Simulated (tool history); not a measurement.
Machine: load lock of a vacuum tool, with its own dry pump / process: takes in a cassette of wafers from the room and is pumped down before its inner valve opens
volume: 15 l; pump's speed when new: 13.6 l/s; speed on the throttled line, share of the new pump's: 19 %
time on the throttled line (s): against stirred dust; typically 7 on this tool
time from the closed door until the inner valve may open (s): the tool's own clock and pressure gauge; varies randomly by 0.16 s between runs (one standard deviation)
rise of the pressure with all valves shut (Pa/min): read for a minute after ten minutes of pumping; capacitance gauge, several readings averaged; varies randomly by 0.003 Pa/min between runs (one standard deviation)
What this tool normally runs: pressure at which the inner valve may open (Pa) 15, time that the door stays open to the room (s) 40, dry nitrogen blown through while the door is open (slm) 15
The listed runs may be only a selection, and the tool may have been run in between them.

run	day	time on the throttled line (s)	pressure at which the inner valve may open (Pa)	time that the door stays open to the room (s)	dry nitrogen blown through while the door is open (slm)	incoming humidity of the room's air, %	time from the closed door until the inner valve may open (s)	rise of the pressure with all valves shut (Pa/min)
1	0.000	7	15	40	15	49.3	15.3	0.145
2	4.054	7	15	40	15	45.4	15.2	0.150
3	7.333	7	15	40	4	49.6	15.5	0.184
4	11.371	7	21	40	15	44.8	15.2	0.155
5	15.025	7	12	40	15	44.3	15.6	0.170
6	17.504	7	15	141	15	46.0	15.5	0.241
7	21.662	7	15	40	15	45.0	15.2	0.176
8	26.088	7	15	40	42	46.3	15.2	0.163
9	28.667	7	15	40	42	45.2	15.2	0.172
10	31.958	7	15	40	12	47.5	15.6	0.197
11	36.817	4	15	173	15	45.8	12.8	0.290
12	41.325	11	23	232	41	43.9	18.1	0.262

Run 13 has not been measured yet. What should we expect?
13	45.067	7	11	31	15	43.7	?	?

{"run 13": {"time from the closed door until the inner valve may open (s)": 15.8, "rise of the pressure with all valves shut (Pa/min)": 0.208}}
Were there no unlogged condition in the tool, this run, its random variation unchanged, would have produced time from the closed door until the inner valve may open (s) 15.9, rise of the pressure with all valves shut (Pa/min) 0.040.

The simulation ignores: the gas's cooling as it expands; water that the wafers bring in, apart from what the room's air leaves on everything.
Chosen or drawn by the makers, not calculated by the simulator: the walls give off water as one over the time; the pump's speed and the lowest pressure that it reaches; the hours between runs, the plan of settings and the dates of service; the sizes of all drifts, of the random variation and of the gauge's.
